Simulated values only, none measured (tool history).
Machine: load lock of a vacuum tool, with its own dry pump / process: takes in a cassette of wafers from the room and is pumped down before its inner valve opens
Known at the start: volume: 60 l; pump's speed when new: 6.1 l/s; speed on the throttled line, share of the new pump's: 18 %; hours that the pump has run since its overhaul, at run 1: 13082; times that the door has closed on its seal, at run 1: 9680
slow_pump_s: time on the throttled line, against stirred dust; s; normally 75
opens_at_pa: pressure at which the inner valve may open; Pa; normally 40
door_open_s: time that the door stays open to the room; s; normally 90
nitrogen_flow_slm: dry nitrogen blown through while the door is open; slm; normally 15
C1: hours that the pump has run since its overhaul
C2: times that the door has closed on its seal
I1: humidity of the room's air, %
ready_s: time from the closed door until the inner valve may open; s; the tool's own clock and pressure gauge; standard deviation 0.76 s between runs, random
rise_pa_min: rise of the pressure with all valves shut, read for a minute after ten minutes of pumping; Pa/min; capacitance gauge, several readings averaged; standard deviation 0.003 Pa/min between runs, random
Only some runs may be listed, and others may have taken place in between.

{"run": 1, "hour": 0.0, "slow_pump_s": 75, "opens_at_pa": 40, "door_open_s": 90, "nitrogen_flow_slm": 15, "C1": 13082, "C2": 9680, "I1": 39.9, "ready_s": 148.0, "rise_pa_min": 0.089}
{"run": 2, "hour": 227.0, "slow_pump_s": 75, "opens_at_pa": 40, "door_open_s": 90, "nitrogen_flow_slm": 15, "C1": 13309, "C2": 10393, "I1": 44.9, "ready_s": 146.1, "rise_pa_min": 0.1}
{"run": 3, "hour": 504.6, "slow_pump_s": 75, "opens_at_pa": 40, "door_open_s": 90, "nitrogen_flow_slm": 15, "C1": 13586, "C2": 11266, "I1": 49.3, "ready_s": 146.3, "rise_pa_min": 0.107}
{"run": 4, "hour": 654.4, "slow_pump_s": 75, "opens_at_pa": 40, "door_open_s": 90, "nitrogen_flow_slm": 15, "C1": 13736, "C2": 11736, "I1": 42.2, "ready_s": 146.9, "rise_pa_min": 0.11}
{"run": 5, "hour": 847.5, "slow_pump_s": 75, "opens_at_pa": 40, "door_open_s": 90, "nitrogen_flow_slm": 15, "C1": 13929, "C2": 12343, "I1": 45.9, "ready_s": 148.0, "rise_pa_min": 0.115}
{"run": 6, "hour": 1075.4, "slow_pump_s": 75, "opens_at_pa": 40, "door_open_s": 90, "nitrogen_flow_slm": 15, "C1": 14157, "C2": 13060, "I1": 44.5, "ready_s": 148.0, "rise_pa_min": 0.124}
{"run": 7, "hour": 1226.8, "slow_pump_s": 75, "opens_at_pa": 40, "door_open_s": 90, "nitrogen_flow_slm": 15, "C1": 14308, "C2": 13535, "I1": 45.1, "ready_s": 147.8, "rise_pa_min": 0.125}
{"run": 8, "hour": 1411.0, "slow_pump_s": 75, "opens_at_pa": 64, "door_open_s": 90, "nitrogen_flow_slm": 15, "C1": 14492, "C2": 14114, "I1": 44.0, "ready_s": 141.3, "rise_pa_min": 0.129}
{"run": 9, "hour": 1627.2, "slow_pump_s": 75, "opens_at_pa": 33, "door_open_s": 90, "nitrogen_flow_slm": 15, "C1": 14709, "C2": 14794, "I1": 45.1, "ready_s": 148.6, "rise_pa_min": 0.135}
{"run": 10, "hour": 1754.2, "slow_pump_s": 45, "opens_at_pa": 40, "door_open_s": 90, "nitrogen_flow_slm": 15, "C1": 14836, "C2": 15193, "I1": 45.6, "ready_s": 124.2, "rise_pa_min": 0.133}
{"run": 11, "hour": 1946.6, "slow_pump_s": 45, "opens_at_pa": 40, "door_open_s": 90, "nitrogen_flow_slm": 15, "C1": 15028, "C2": 15798, "I1": 46.8, "ready_s": 124.3, "rise_pa_min": 0.146}
{"run": 12, "hour": 2205.4, "slow_pump_s": 45, "opens_at_pa": 40, "door_open_s": 47, "nitrogen_flow_slm": 15, "C1": 15287, "C2": 16611, "I1": 47.4, "ready_s": 124.9, "rise_pa_min": 0.141}
{"run": 13, "hour": 2341.3, "slow_pump_s": 45, "opens_at_pa": 40, "door_open_s": 47, "nitrogen_flow_slm": 15, "C1": 15423, "C2": 17038, "I1": 45.8, "ready_s": 125.0, "rise_pa_min": 0.148}
{"run": 14, "hour": 2499.0, "slow_pump_s": 72, "opens_at_pa": 40, "door_open_s": 90, "nitrogen_flow_slm": 15, "C1": 15581, "C2": 17534, "I1": 43.2, "ready_s": 145.4, "rise_pa_min": 0.153}
{"run": 15, "hour": 2771.9, "slow_pump_s": 75, "opens_at_pa": 40, "door_open_s": 90, "nitrogen_flow_slm": 15, "C1": 15853, "C2": 18392, "I1": 45.3, "ready_s": 150.1, "rise_pa_min": 0.172}
{"run": 16, "hour": 2917.2, "slow_pump_s": 75, "opens_at_pa": 40, "door_open_s": 90, "nitrogen_flow_slm": 15, "C1": 15999, "C2": 18848, "I1": 39.5, "ready_s": 149.7, "rise_pa_min": 0.166}
{"run": 17, "hour": 3056.9, "slow_pump_s": 143, "opens_at_pa": 53, "door_open_s": 157, "nitrogen_flow_slm": 7, "C1": 16138, "C2": 19287, "I1": 46.3, "ready_s": 199.7, "rise_pa_min": 0.205}
{"run": 18, "hour": 3316.5, "slow_pump_s": 75, "opens_at_pa": 40, "door_open_s": 31, "nitrogen_flow_slm": 7, "C1": 16398, "C2": 20103, "I1": 42.7, "ready_s": 148.2, "rise_pa_min": 0.169}
{"run": 19, "hour": 3497.6, "slow_pump_s": 75, "opens_at_pa": 40, "door_open_s": 31, "nitrogen_flow_slm": 7, "C1": 16579, "C2": 20672, "I1": 44.8, "ready_s": 149.4, "rise_pa_min": 0.171}
{"run": 20, "hour": 3722.4, "slow_pump_s": 75, "opens_at_pa": 40, "door_open_s": 31, "nitrogen_flow_slm": 7, "C1": 16804, "C2": 21379, "I1": 49.0, "ready_s": 149.7, "rise_pa_min": 0.18}
{"run": 21, "hour": 3858.4, "slow_pump_s": 75, "opens_at_pa": 40, "door_open_s": 31, "nitrogen_flow_slm": 7, "C1": 16940, "C2": 21806, "I1": 50.7, "ready_s": 149.4, "rise_pa_min": 0.186}
{"run": 22, "hour": 4082.7, "slow_pump_s": 142, "opens_at_pa": 44, "door_open_s": 90, "nitrogen_flow_slm": 15, "C1": 17164, "C2": 22511, "I1": 44.2, "ready_s": 200.7, "rise_pa_min": 0.207}
{"run": 23, "hour": 4346.5, "slow_pump_s": 75, "opens_at_pa": 77, "door_open_s": 90, "nitrogen_flow_slm": 19, "C1": 17428, "C2": 23340, "I1": 46.8, "ready_s": 142.8, "rise_pa_min": 0.216}
{"run": 24, "hour": 4531.4, "slow_pump_s": 128, "opens_at_pa": 39, "door_open_s": 79, "nitrogen_flow_slm": 6, "C1": 17613, "C2": 23921, "I1": 42.9, "ready_s": 192.1, "rise_pa_min": 0.23}
{"run": 25, "hour": 4746.0, "slow_pump_s": 128, "opens_at_pa": 39, "door_open_s": 79, "nitrogen_flow_slm": 6, "C1": 17827, "C2": 24596, "I1": 47.2, "ready_s": 192.5, "rise_pa_min": 0.237}
{"hour": 4770.2, "done": "dry pump taken out, an overhauled one fitted"}
{"run": 26, "hour": 4998.0, "slow_pump_s": 39, "opens_at_pa": 73, "door_open_s": 79, "nitrogen_flow_slm": 6, "C1": 228, "C2": 25369, "I1": 44.9, "ready_s": 102.8, "rise_pa_min": 0.248}
{"run": 27, "hour": 5270.6, "slow_pump_s": 39, "opens_at_pa": 73, "door_open_s": 79, "nitrogen_flow_slm": 6, "C1": 500, "C2": 26226, "I1": 47.3, "ready_s": 102.0, "rise_pa_min": 0.262}
{"run": 28, "hour": 5437.9, "slow_pump_s": 39, "opens_at_pa": 73, "door_open_s": 79, "nitrogen_flow_slm": 6, "C1": 668, "C2": 26752, "I1": 42.9, "ready_s": 103.1, "rise_pa_min": 0.256}
{"run": 29, "hour": 5651.1, "slow_pump_s": 39, "opens_at_pa": 41, "door_open_s": 61, "nitrogen_flow_slm": 6, "C1": 881, "C2": 27422, "I1": 48.2, "ready_s": 108.4, "rise_pa_min": 0.274}
{"run": 30, "hour": 5867.0, "slow_pump_s": 106, "opens_at_pa": 41, "door_open_s": 85, "nitrogen_flow_slm": 32, "C1": 1097, "C2": 28100, "I1": 44.4, "ready_s": 161.9, "rise_pa_min": 0.258}

Forecast each of these 3 alternatives for the next run:
{"run": "A", "hour": 6085.5, "slow_pump_s": 75, "opens_at_pa": 40, "door_open_s": 178, "nitrogen_flow_slm": 15, "C1": 1315, "C2": 28787, "I1": 42.9, "ready_s": "?", "rise_pa_min": "?"}
{"run": "B", "hour": 6085.5, "slow_pump_s": 94, "opens_at_pa": 40, "door_open_s": 221, "nitrogen_flow_slm": 15, "C1": 1315, "C2": 28787, "I1": 44.3, "ready_s": "?", "rise_pa_min": "?"}
{"run": "C", "hour": 6085.5, "slow_pump_s": 106, "opens_at_pa": 41, "door_open_s": 85, "nitrogen_flow_slm": 30, "C1": 1315, "C2": 28787, "I1": 46.6, "ready_s": "?", "rise_pa_min": "?"}

run=A ready_s=140.5 rise_pa_min=0.304
run=B ready_s=154.4 rise_pa_min=0.316
run=C ready_s=164.5 rise_pa_min=0.276
What these runs would have given with no unlogged condition in the tool:
run=A ready_s=140.1 rise_pa_min=0.066
run=B ready_s=153.9 rise_pa_min=0.076
run=C ready_s=164.2 rise_pa_min=0.035

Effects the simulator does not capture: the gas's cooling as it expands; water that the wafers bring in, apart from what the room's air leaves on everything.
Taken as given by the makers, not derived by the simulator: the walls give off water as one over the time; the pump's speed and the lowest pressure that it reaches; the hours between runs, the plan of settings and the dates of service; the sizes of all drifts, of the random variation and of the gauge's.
